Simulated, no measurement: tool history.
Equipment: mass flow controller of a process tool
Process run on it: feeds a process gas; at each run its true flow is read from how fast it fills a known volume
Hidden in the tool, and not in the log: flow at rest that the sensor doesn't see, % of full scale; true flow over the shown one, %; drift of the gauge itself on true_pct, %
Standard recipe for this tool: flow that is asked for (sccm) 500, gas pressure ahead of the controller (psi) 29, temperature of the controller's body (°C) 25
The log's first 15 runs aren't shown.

run,day,flow that is asked for (sccm),gas pressure ahead of the controller (psi),temperature of the controller's body (°C),hours of work since the controller was set to zero,hours of work since the controller was changed,true flow (%)
16,85.95,500,29,31,1404,1404,99.64
17,92.925,367,29,25,1494,1494,98.96
18,97.708,241,29,25,1555,1555,98.66
19,101.508,500,29,25,1605,1605,99.2
20,108.146,500,35.2,25,1690,1690,98.9
21,115.092,197,29,25,1780,1780,98.56
22,120.171,503,29,25,1845,1845,99.12
23,124.679,500,31.2,31,1903,1903,99.69

Estimate the outcome of run 24 from the log above:
24,132.308,126,38.1,21,2002,2002,?

true flow (%): 97.86
Minus the tool's unlogged condition, the same run would have read true flow (%) 97.85.
